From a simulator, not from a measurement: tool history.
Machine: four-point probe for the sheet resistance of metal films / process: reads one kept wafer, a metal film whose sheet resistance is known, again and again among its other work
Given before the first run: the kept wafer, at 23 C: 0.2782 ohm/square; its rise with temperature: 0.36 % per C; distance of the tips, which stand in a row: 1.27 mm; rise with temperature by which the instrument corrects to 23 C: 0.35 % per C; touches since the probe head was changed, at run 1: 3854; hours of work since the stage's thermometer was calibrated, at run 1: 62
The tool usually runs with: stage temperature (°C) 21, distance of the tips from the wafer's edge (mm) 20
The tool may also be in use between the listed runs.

run	hour	stage temperature (°C)	distance of the tips from the wafer's edge (mm)	touches since the probe head was changed	hours of work since the stage's thermometer was calibrated	sheet resistance as the instrument gives it (ohm/square)
1	0.0	21	20	3854	62	0.277739
2	10.2	19	20	4234	67	0.277603
3	29.2	21	20	4941	76	0.277712
4	46.4	21	20	5584	84	0.277652
5	62.0	29	20	6164	91	0.277812
6	83.4	29	20	6963	101	0.277849
7	98.9	29	20	7542	108	0.277909
8	113.9	21	4	8100	115	0.291192
9	135.3	21	4	8898	125	0.291328
10	147.0	21	4	9335	130	0.291128
11	165.7	21	4	10029	139	0.291176
12	183.4	21	4	10692	147	0.291091
13	205.0	21	4	11498	157	0.291191
14	221.3	21	8	12105	164	0.280696
15	241.2	21	20	12845	174	0.277494
16	264.0	35	20	13697	184	0.277870
17	281.2	35	20	14335	192	0.277843
18	292.5	35	20	14756	197	0.277778
19	312.8	35	43	15516	207	0.277500
20	324.4	26	27	15947	212	0.277421
# hour 326.9: stage's thermometer calibrated
21	346.2	26	18	16742	9	0.277734
22	357.2	26	26	17151	14	0.277153
23	368.9	30	4	17586	19	0.291274
24	390.2	22	66	18383	29	0.276900
25	400.7	22	66	18773	34	0.277014
# hour 411.0: stage's thermometer calibrated, once more
26	420.4	23	5	19489	4	0.286238
27	442.7	20	12	20319	15	0.278684

Expected results for the next run?
28	460.7	27	59	20990	23	?

{"run 28": {"sheet resistance as the instrument gives it (ohm/square)": 0.277181}}
With the hidden condition absent and the run-to-run variation left alone, this run would have shown sheet resistance as the instrument gives it (ohm/square) 0.278399.
